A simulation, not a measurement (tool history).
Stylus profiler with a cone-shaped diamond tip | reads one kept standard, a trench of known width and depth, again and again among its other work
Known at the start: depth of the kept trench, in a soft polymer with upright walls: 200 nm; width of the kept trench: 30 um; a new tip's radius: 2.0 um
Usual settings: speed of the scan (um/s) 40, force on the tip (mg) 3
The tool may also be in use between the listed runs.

run   hour  speed of the scan (um/s)  force on the tip (mg)  depth of the trench (angstrom)  width of the trench's floor (nm)
  1      0                        40                      3                          2022.1                             28160
  2   16.7                        40                      3                          2023.4                             28160
  3   34.1                        40                      3                          2022.1                             28160
  4   50.1                        40                      3                          2021.3                             28130
  5   62.7                        40                   3.19                          2020.8                             28160
  6   70.1                        40                   3.19                          2021.9                             28190
  7     80                        40                   2.22                          2017.2                             28130
  8   89.3                        79                      3                          2020.6                             28060
  9  100.2                        13                      3                          2021.3                             28220
 10  116.8                        13                      3                          2021.2                             28210
 11  130.9                        13                      3                          2021.8                             28210
 12  145.2                        13                      3                          2020.1                             28220
 13  152.7                        40                   7.21                            2039                             28190
 14  167.4                        14                      3                          2021.3                             28220
 15  183.8                        14                    7.6                          2040.2                             28210
 16    192                        14                    7.6                          2039.4                             28240
 17  208.6                        14                    7.6                          2039.1                             28240
 18  217.5                        40                   1.26                          2011.5                             28080
 19  224.9                        40                   1.26                          2012.2                             28100
 20  237.7                        40                   1.26                          2011.3                             28040
 21  253.4                        82                   1.26                          2010.8                             27920
 22  261.3                        82                   1.26                          2010.4                             27940
 23  270.5                        82                   1.26                          2011.3                             27930
 24  278.6                        82                   1.26                          2011.1                             27890
 25  287.6                        40                   5.23                          2031.3                             28130
 26  303.3                        30                   7.98                          2041.1                             28190
 27  311.7                        41                    2.2                          2017.7                             28140
 28  321.3                        41                    2.2                          2016.7                             28120
 29  330.8                        41                    2.2                          2016.5                             28130
 30  340.7                        12                   1.47                          2013.6                             28180
 31  353.7                       139                      3                          2021.6                             27870
 32  367.6                        62                      3                          2021.2                             28070
 33  385.1                        13                   3.33                            2023                             28200
 34  395.4                        13                   3.33                          2023.1                             28210
 35  407.4                        16                   2.72                          2020.7                             28240
 36  423.8                        76                   8.14                          2041.6                             28100
 37  438.5                        12                   4.49                            2028                             28190
 38  453.8                       157                   1.16                          2012.6                             27560
 39  471.1                       128                   5.83                          2032.8                             28000
 40  482.9                        17                   3.13                          2021.6                             28220
 41  499.7                        14                    3.1                          2022.6                             28220
 42  507.4                        40                   3.19                          2021.6                             28160
 43  514.6                        40                   3.19                          2022.8                             28160
 44  522.5                       113                   1.49                          2012.2                             27840
 45  539.9                        53                   8.21                          2040.9                             28170
 46  556.9                        53                   8.21                          2041.9                             28180
 47  568.1                        22                   2.81                          2019.6                             28170

Forecast each of these 3 alternatives for the next run:
  A  575.5                        22                   1.08                               ?                                 ?
  B  575.5                        65                   3.97                               ?                                 ?
  C  575.5                        22                   3.75                               ?                                 ?

run  depth of the trench (angstrom)  width of the trench's floor (nm)
  A                          2011.1                             28190
  B                          2024.5                             28110
  C                          2024.5                             28230
Without the tool's hidden state the same runs would have given:
run  depth of the trench (angstrom)  width of the trench's floor (nm)
  A                            2011                             28200
  B                          2024.3                             28110
  C                          2024.4                             28240
